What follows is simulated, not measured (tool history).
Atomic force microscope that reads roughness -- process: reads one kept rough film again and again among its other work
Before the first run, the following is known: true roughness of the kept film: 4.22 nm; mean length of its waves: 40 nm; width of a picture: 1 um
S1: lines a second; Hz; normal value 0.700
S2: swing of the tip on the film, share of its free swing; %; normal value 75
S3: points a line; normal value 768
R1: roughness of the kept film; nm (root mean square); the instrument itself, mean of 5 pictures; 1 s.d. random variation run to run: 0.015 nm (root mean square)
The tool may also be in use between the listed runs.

{"run": 1, "hour": 0.0, "S1": 0.7, "S2": 75, "S3": 768, "R1": 3.657}
{"run": 2, "hour": 19.3, "S1": 0.7, "S2": 75, "S3": 768, "R1": 3.621}
{"run": 3, "hour": 46.3, "S1": 0.7, "S2": 75, "S3": 768, "R1": 3.622}
{"run": 4, "hour": 66.9, "S1": 0.7, "S2": 75, "S3": 331, "R1": 3.613}
{"run": 5, "hour": 94.8, "S1": 0.7, "S2": 75, "S3": 331, "R1": 3.639}
{"run": 6, "hour": 120.6, "S1": 0.7, "S2": 75, "S3": 768, "R1": 3.635}
{"run": 7, "hour": 142.5, "S1": 0.7, "S2": 75, "S3": 768, "R1": 3.649}
{"run": 8, "hour": 166.3, "S1": 0.7, "S2": 75, "S3": 768, "R1": 3.638}
{"run": 9, "hour": 180.0, "S1": 0.7, "S2": 75, "S3": 768, "R1": 3.629}
{"run": 10, "hour": 194.5, "S1": 0.7, "S2": 75, "S3": 768, "R1": 3.615}
{"run": 11, "hour": 207.7, "S1": 0.7, "S2": 75, "S3": 768, "R1": 3.631}
{"run": 12, "hour": 221.7, "S1": 0.7, "S2": 75, "S3": 768, "R1": 3.636}
{"run": 13, "hour": 239.2, "S1": 0.7, "S2": 75, "S3": 768, "R1": 3.62}
{"run": 14, "hour": 263.0, "S1": 0.7, "S2": 75, "S3": 768, "R1": 3.63}
{"run": 15, "hour": 279.6, "S1": 2.752, "S2": 75, "S3": 768, "R1": 3.182}
{"run": 16, "hour": 294.3, "S1": 2.752, "S2": 75, "S3": 768, "R1": 3.169}
{"run": 17, "hour": 315.3, "S1": 0.7, "S2": 67, "S3": 768, "R1": 3.679}
{"run": 18, "hour": 328.7, "S1": 0.7, "S2": 67, "S3": 768, "R1": 3.711}
{"run": 19, "hour": 354.2, "S1": 0.7, "S2": 67, "S3": 768, "R1": 3.684}
{"run": 20, "hour": 381.5, "S1": 0.541, "S2": 59, "S3": 768, "R1": 3.757}
{"run": 21, "hour": 407.5, "S1": 3.279, "S2": 58, "S3": 346, "R1": 3.478}
{"run": 22, "hour": 438.1, "S1": 3.279, "S2": 59, "S3": 752, "R1": 3.477}
{"run": 23, "hour": 466.7, "S1": 3.279, "S2": 59, "S3": 752, "R1": 3.499}
{"run": 24, "hour": 489.3, "S1": 2.487, "S2": 76, "S3": 863, "R1": 3.181}
{"run": 25, "hour": 513.6, "S1": 1.168, "S2": 75, "S3": 768, "R1": 3.515}
{"run": 26, "hour": 537.8, "S1": 0.734, "S2": 84, "S3": 984, "R1": 3.501}
{"run": 27, "hour": 554.6, "S1": 1.475, "S2": 69, "S3": 1001, "R1": 3.531}
{"run": 28, "hour": 578.9, "S1": 0.965, "S2": 63, "S3": 507, "R1": 3.656}
{"run": 29, "hour": 594.7, "S1": 0.7, "S2": 76, "S3": 438, "R1": 3.606}
{"run": 30, "hour": 608.9, "S1": 1.279, "S2": 71, "S3": 541, "R1": 3.538}
{"run": 31, "hour": 632.2, "S1": 3.145, "S2": 60, "S3": 768, "R1": 3.48}
{"run": 32, "hour": 659.2, "S1": 1.377, "S2": 75, "S3": 292, "R1": 3.459}
{"run": 33, "hour": 676.3, "S1": 0.788, "S2": 75, "S3": 339, "R1": 3.566}

The log once held 2 entries between its listed runs, left out of this copy. Where does each go, and what is different about the tool's unlogged condition between the listed run before it and the listed run after it?
Runs 4 to 5: new tip fitted (hour 91.7)
  radius of the tip, nm: 10.3 -> 10
Runs 24 to 25: new tip fitted (hour 504.4)
  radius of the tip, nm: 10.4 -> 10
